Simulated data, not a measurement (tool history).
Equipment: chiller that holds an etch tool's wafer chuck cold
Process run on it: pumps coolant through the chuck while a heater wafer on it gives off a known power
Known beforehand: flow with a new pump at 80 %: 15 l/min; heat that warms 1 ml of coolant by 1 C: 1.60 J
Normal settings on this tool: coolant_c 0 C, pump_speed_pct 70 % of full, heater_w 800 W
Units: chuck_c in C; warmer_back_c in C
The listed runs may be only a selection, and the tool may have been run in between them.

| run | day | coolant_c | pump_speed_pct | heater_w | chuck_c | warmer_back_c |
|---|---|---|---|---|---|---|
| 1 | 0.000 | 0 | 70 | 800 | 5.6 | 2.31 |
| 2 | 1.933 | 0 | 70 | 800 | 5.4 | 2.29 |
| 3 | 3.250 | 0 | 70 | 800 | 5.5 | 2.26 |
| 4 | 4.962 | 0 | 70 | 800 | 5.5 | 2.34 |
| 5 | 5.871 | 0 | 70 | 500 | 3.3 | 1.44 |
| 6 | 7.771 | 0 | 70 | 500 | 3.4 | 1.49 |
| 7 | 8.921 | 0 | 70 | 500 | 3.5 | 1.46 |
| 8 | 9.925 | 9 | 70 | 500 | 12.3 | 1.43 |
| 9 | 10.938 | 9 | 70 | 500 | 12.5 | 1.42 |
| 10 | 12.542 | 9 | 70 | 500 | 12.4 | 1.44 |
| 11 | 13.838 | 9 | 70 | 500 | 12.4 | 1.41 |
| 12 | 15.238 | 9 | 70 | 500 | 12.2 | 1.50 |
| 13 | 16.596 | 0 | 61 | 535 | 3.9 | 1.85 |
| 14 | 18.438 | -7 | 80 | 541 | -3.6 | 1.43 |
| 15 | 19.446 | -6 | 73 | 709 | -1.3 | 1.97 |
| 16 | 21.354 | -6 | 73 | 709 | -1.1 | 1.96 |
| 17 | 22.442 | -5 | 87 | 1167 | 1.7 | 2.64 |
| 18 | 24.008 | 2 | 78 | 800 | 7.1 | 1.98 |
| 19 | 24.808 | -2 | 64 | 800 | 3.9 | 2.57 |
| 20 | 25.862 | -2 | 64 | 800 | 4.1 | 2.58 |
| 21 | 26.925 | -2 | 64 | 800 | 3.7 | 2.50 |
| 22 | 28.575 | -6 | 64 | 800 | -0.3 | 2.53 |

Here are 3 independent what-if runs from the current tool condition. What would each one return?
| A | 29.529 | -6 | 74 | 572 | ? | ? |
| B | 29.529 | -9 | 61 | 800 | ? | ? |
| C | 29.529 | 3 | 64 | 455 | ? | ? |

| run | chuck_c | warmer_back_c |
|---|---|---|
| A | -2.3 | 1.60 |
| B | -2.9 | 2.70 |
| C | 6.3 | 1.49 |
With no hidden state in the tool, these same runs would have given:
| run | chuck_c | warmer_back_c |
|---|---|---|
| A | -2.3 | 1.60 |
| B | -2.9 | 2.70 |
| C | 6.3 | 1.49 |
